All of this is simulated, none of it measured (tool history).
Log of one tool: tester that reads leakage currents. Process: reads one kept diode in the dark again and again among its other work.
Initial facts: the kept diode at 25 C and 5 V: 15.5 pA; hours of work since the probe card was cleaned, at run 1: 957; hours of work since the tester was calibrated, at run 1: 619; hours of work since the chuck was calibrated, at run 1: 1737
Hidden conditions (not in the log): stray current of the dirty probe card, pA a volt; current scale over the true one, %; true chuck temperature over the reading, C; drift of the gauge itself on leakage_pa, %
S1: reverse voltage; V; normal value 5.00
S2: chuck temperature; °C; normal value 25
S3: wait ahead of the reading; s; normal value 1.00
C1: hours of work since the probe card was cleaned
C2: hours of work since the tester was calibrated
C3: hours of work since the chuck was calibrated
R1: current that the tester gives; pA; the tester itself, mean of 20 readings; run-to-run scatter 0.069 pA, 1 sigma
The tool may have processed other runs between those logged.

run	day	S1	S2	S3	C1	C2	C3	R1
1	0.000	5.00	25	1.00	957	619	1737	15.77
2	1.342	5.00	25	1.00	973	635	1752	15.86
3	3.142	5.00	25	1.00	994	656	1773	15.82
4	4.338	1.66	25	1.00	1007	669	1787	9.12
5	6.108	18.09	25	1.00	1028	690	1808	30.45
6	7.667	18.09	25	1.00	1046	708	1826	30.53
7	9.088	16.46	25	1.00	1063	725	1842	29.11
# day 10.421: probe card cleaned and baked
8	10.875	5.00	25	1.00	5	744	1862	15.83
9	11.858	5.00	25	1.00	17	755	1873	15.89
10	12.679	5.00	25	1.00	26	765	1883	15.86
11	13.796	5.78	25	1.00	39	778	1896	16.97
12	15.183	5.00	52	1.00	55	794	1912	113.23
13	15.975	5.00	52	1.00	65	803	1921	113.68
14	17.342	5.00	25	1.00	81	819	1937	16.02
15	19.067	5.70	22	1.72	101	839	1957	13.36
16	20.612	5.00	26	4.49	119	857	1975	16.94
17	22.292	1.05	50	0.67	138	877	1995	45.71
18	23.367	16.74	28	1.00	151	889	2007	36.84
19	24.742	5.00	32	2.46	167	905	2023	27.03
20	25.504	2.26	32	0.60	176	914	2032	18.36
21	26.338	2.26	32	0.46	185	924	2042	18.46
22	27.346	5.00	24	1.00	197	936	2053	14.57
23	28.208	1.42	24	1.35	207	946	2064	7.81
24	29.762	5.00	30	1.04	225	964	2082	23.24
25	31.171	5.00	24	0.47	241	980	2098	14.98
26	32.229	1.68	24	0.69	254	992	2110	8.46
27	34.050	1.55	22	1.00	275	1014	2131	6.92

Predict each of these 3 candidate next runs independently; none follows another, all start after run 27:
A	35.412	6.30	38	1.98	291	1029	2147	?
B	35.412	2.29	25	1.00	291	1029	2147	?
C	35.412	1.76	25	1.00	291	1029	2147	?

run	R1
A	47.30
B	10.75
C	9.44
Without the tool's unlogged condition, the same runs would have read:
run	R1
A	47.30
B	10.75
C	9.44

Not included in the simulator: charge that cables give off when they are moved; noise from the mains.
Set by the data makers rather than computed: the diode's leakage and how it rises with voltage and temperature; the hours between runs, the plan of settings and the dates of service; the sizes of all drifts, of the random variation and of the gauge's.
